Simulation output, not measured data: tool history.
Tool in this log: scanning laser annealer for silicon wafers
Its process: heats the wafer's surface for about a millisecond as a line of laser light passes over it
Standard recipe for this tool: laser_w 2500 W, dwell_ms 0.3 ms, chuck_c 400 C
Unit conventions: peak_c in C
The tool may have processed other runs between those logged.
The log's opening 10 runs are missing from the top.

Run 11, hour 338.8: usual settings but dwell_ms 0.234 ms. Result: peak_c 1099 C.
Run 12, hour 361.9: usual settings but dwell_ms 0.234 ms. Result: peak_c 1096 C.
Run 13, hour 383.3: usual settings but dwell_ms 0.234 ms. Result: peak_c 1093 C.
Run 14, hour 423.7: usual settings but dwell_ms 0.234 ms. Result: peak_c 1093 C.
Run 15, hour 449.1: usual settings but dwell_ms 0.36 ms. Result: peak_c 1269 C.
Run 16, hour 471.8: usual settings but dwell_ms 0.36 ms. Result: peak_c 1275 C.
Run 17, hour 515.7: usual settings but dwell_ms 0.36 ms. Result: peak_c 1270 C.
Run 18, hour 562.1: usual settings but laser_w 2738 W, dwell_ms 0.36 ms. Result: peak_c 1359 C.
Run 19, hour 601.2: usual settings. Result: peak_c 1189 C.
Run 20, hour 625.7: usual settings. Result: peak_c 1189 C.

Predict the results of run 21:
Run 21, hour 668.1: usual settings but laser_w 2248 W, dwell_ms 0.362 ms. Result: peak_c ?.

{"run 21": {"peak_c": 1176}}
Without the tool's hidden state the same run would have given peak_c 1191 C.

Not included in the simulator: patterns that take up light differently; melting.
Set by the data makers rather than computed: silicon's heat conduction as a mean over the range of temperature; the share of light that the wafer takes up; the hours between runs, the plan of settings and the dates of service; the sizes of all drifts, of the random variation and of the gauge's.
